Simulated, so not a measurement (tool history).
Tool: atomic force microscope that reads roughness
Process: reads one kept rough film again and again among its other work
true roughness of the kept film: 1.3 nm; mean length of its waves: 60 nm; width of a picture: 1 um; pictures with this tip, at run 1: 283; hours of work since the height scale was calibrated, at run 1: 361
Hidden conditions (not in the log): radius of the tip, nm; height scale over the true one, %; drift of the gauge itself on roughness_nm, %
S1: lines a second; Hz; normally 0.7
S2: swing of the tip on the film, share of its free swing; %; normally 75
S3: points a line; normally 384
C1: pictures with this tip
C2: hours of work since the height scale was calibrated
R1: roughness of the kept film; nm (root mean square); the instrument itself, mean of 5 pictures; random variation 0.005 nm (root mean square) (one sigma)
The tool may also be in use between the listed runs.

| run | day | S1 | S2 | S3 | C1 | C2 | R1 |
|---|---|---|---|---|---|---|---|
| 1 | 0 | 0.7 | 75 | 384 | 283 | 361 | 1.219 |
|  | 1.829 | new tip fitted |
| 2 | 2.083 | 0.7 | 75 | 384 | 12 | 395 | 1.236 |
| 3 | 4.062 | 0.7 | 75 | 384 | 112 | 427 | 1.232 |
| 4 | 5.525 | 2.541 | 75 | 384 | 185 | 450 | 1.163 |
| 5 | 7.767 | 2.541 | 75 | 384 | 297 | 486 | 1.148 |
| 6 | 9.104 | 2.541 | 75 | 384 | 364 | 508 | 1.144 |
|  | 9.438 | new tip fitted |
| 7 | 11.354 | 2.541 | 75 | 384 | 96 | 544 | 1.158 |
| 8 | 12.758 | 2.541 | 75 | 384 | 166 | 567 | 1.152 |
| 9 | 14.242 | 2.541 | 75 | 384 | 241 | 591 | 1.158 |
| 10 | 16.012 | 2.541 | 75 | 384 | 329 | 619 | 1.155 |
|  | 16.912 | new tip fitted |
| 11 | 18.121 | 0.7 | 75 | 384 | 61 | 653 | 1.229 |
| 12 | 19.675 | 1.367 | 56 | 487 | 138 | 678 | 1.243 |
| 13 | 20.758 | 1.367 | 56 | 487 | 193 | 695 | 1.231 |
| 14 | 22.254 | 1.367 | 56 | 487 | 267 | 720 | 1.215 |
| 15 | 23.992 | 0.7 | 90 | 281 | 354 | 748 | 1.172 |
|  | 24.2 | height scale calibrated on a step standard |
|  | 24.429 | new tip fitted |
| 16 | 26.396 | 0.909 | 90 | 352 | 98 | 35 | 1.167 |
|  | 27.588 | height scale calibrated on a step standard, once more |
| 17 | 28.746 | 0.579 | 72 | 384 | 214 | 19 | 1.246 |
| 18 | 30.662 | 2.067 | 55 | 462 | 310 | 50 | 1.222 |
|  | 32.046 | new tip fitted |
| 19 | 32.35 | 0.91 | 55 | 348 | 15 | 77 | 1.267 |
| 20 | 34.296 | 3.829 | 76 | 624 | 112 | 108 | 1.124 |
| 21 | 35.662 | 3.195 | 72 | 370 | 181 | 130 | 1.148 |

Same runs, no hidden state in the tool, same run-to-run variation:
| run | R1 |
|---|---|
| 1 | 1.251 |
| 2 | 1.249 |
| 3 | 1.253 |
| 4 | 1.189 |
| 5 | 1.184 |
| 6 | 1.184 |
| 7 | 1.179 |
| 8 | 1.18 |
| 9 | 1.192 |
| 10 | 1.196 |
| 11 | 1.253 |
| 12 | 1.275 |
| 13 | 1.267 |
| 14 | 1.258 |
| 15 | 1.221 |
| 16 | 1.207 |
| 17 | 1.264 |
| 18 | 1.248 |
| 19 | 1.272 |
| 20 | 1.136 |
| 21 | 1.166 |

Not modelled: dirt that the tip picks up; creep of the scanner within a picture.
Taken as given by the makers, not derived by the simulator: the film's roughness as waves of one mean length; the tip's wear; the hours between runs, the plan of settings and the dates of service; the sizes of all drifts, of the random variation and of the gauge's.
